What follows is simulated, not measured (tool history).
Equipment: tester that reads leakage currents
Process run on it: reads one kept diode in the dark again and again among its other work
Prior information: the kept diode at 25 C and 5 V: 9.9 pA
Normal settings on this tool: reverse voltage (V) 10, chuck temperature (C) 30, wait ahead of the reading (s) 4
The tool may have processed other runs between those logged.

| run | day | reverse voltage (V) | chuck temperature (C) | wait ahead of the reading (s) | current that the tester gives (pA) |
|---|---|---|---|---|---|
| 1 | 0 | 10 | 30 | 4 | 37.25 |
| 2 | 1.442 | 10 | 30 | 4 | 37.55 |
| 3 | 3.212 | 10 | 30 | 4 | 38.26 |
| 4 | 5.45 | 10 | 30 | 4 | 38.96 |
| 5 | 6.571 | 5.7 | 30 | 4 | 27.41 |
| 6 | 7.95 | 5.7 | 30 | 4 | 27.55 |
| 7 | 9.425 | 6.2 | 30 | 4 | 29.44 |
| 8 | 10.783 | 10 | 30 | 0.45 | 45.66 |
| 9 | 11.833 | 10 | 30 | 0.45 | 46.07 |
| 10 | 13.875 | 10 | 30 | 4 | 41.29 |
| 11 | 15.788 | 10 | 25 | 4 | 34.04 |
| 12 | 17.554 | 15.3 | 30 | 4 | 57.03 |
| 13 | 18.975 | 15.3 | 30 | 4 | 57.63 |
| 14 | 20.571 | 15.3 | 30 | 4 | 58.9 |
| 15 | 21.7 | 15.3 | 30 | 4 | 58.79 |
| 16 | 24.017 | 10 | 30 | 6.65 | 23.61 |
| 17 | 26.183 | 10 | 30 | 4 | 24.67 |
| 18 | 28.433 | 10 | 30 | 4 | 22.22 |
| 19 | 29.721 | 10 | 30 | 6.96 | 22.22 |
| 20 | 32.083 | 4.2 | 46 | 6.96 | 56.3 |
| 21 | 34.058 | 6.4 | 22 | 4.35 | 10.53 |
| 22 | 35.854 | 6.4 | 22 | 4.35 | 10.87 |
| 23 | 36.962 | 1.2 | 22 | 0.81 | 5.34 |
| 24 | 39.321 | 1.2 | 42 | 1.7 | 26.42 |
| 25 | 40.383 | 1.2 | 57 | 1.7 | 82.11 |
| 26 | 42.308 | 1.2 | 57 | 1.7 | 82.92 |
| 27 | 43.75 | 10 | 31 | 3.49 | 28.9 |
| 28 | 46.162 | 10 | 26 | 4 | 21.13 |
| 29 | 47.733 | 18.5 | 30 | 4 | 38.92 |
| 30 | 49.204 | 2.5 | 37 | 4 | 24.88 |
| 31 | 50.846 | 17.7 | 47 | 0.38 | 135.2 |
| 32 | 51.875 | 17.7 | 47 | 0.38 | 135.47 |
| 33 | 52.992 | 10 | 55 | 0.66 | 176.15 |
| 34 | 54.212 | 10 | 24 | 3.79 | 20.85 |
| 35 | 56.046 | 10 | 24 | 3.79 | 21.41 |
| 36 | 58.083 | 7.7 | 23 | 1.28 | 18.72 |
| 37 | 60.029 | 7.7 | 23 | 1.28 | 19.17 |

Removed from this log: 2 entries logged between the listed runs. Between which two listed runs does each belong, and how does the tool's hidden state at the listed run before it compare with that at the listed run after it?
Logged between run 15 and run 16: probe card cleaned and baked (day 23.667)
  stray current of the dirty probe card, pA a volt: 2.016 -> 0.037; current scale over the true one, %: 0.68 -> 0.7; true chuck temperature over the reading, C: 1.34 -> 1.44
  measured minus no-state result, current that the tester gives (pA): +33.82 -> +2.98
Logged between run 17 and run 18: chuck's temperature calibrated (day 27.025)
  stray current of the dirty probe card, pA a volt: 0.083 -> 0.128; current scale over the true one, %: 0.72 -> 0.74; true chuck temperature over the reading, C: 1.54 -> 0.02
  measured minus no-state result, current that the tester gives (pA): +3.66 -> +1.27

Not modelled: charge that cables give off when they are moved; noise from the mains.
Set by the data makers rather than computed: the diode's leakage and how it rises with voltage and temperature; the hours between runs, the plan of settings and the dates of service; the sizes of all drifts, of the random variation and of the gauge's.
